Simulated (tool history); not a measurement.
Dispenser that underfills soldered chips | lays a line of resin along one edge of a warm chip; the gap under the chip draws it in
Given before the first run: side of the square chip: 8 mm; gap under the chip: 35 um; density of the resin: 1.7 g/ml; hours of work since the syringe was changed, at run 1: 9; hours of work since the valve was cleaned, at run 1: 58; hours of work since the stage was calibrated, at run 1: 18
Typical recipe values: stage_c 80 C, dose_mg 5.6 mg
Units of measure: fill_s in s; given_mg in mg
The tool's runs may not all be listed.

run,hour,stage_c,dose_mg,hours of work since the syringe was changed,hours of work since the valve was cleaned,hours of work since the stage was calibrated,fill_s,given_mg
1,0,80,5.6,9,58,18,167.5,5.47
# hour 0.9: new syringe of resin
2,5.4,80,5.6,3,61,22,118.1,5.42
3,8.6,80,5.6,6,64,24,135.9,5.42
# hour 13.4: new syringe of resin
4,13.4,80,5.07,0,67,27,93.8,4.89
5,17.8,80,5.07,3,70,30,118.2,4.91
# hour 20.9: dispensing valve cleaned and set on the balance
6,24.9,83,5.6,8,3,35,142.4,5.6
# hour 26.9: new syringe of resin
7,30.5,83,5.6,3,7,39,101.5,5.6
8,36.2,83,5.6,7,11,43,135.2,5.58
# hour 39.3: new syringe of resin
9,42.7,83,5.6,2,15,47,100.4,5.57

Run 10 has not been measured yet. What should we expect?
10,48.5,83,5.6,7,20,51,?,?

fill_s: 131.7 s
given_mg: 5.56 mg
Minus the tool's unlogged condition, the same run would have read fill_s 83.9 s, given_mg 5.62 mg.
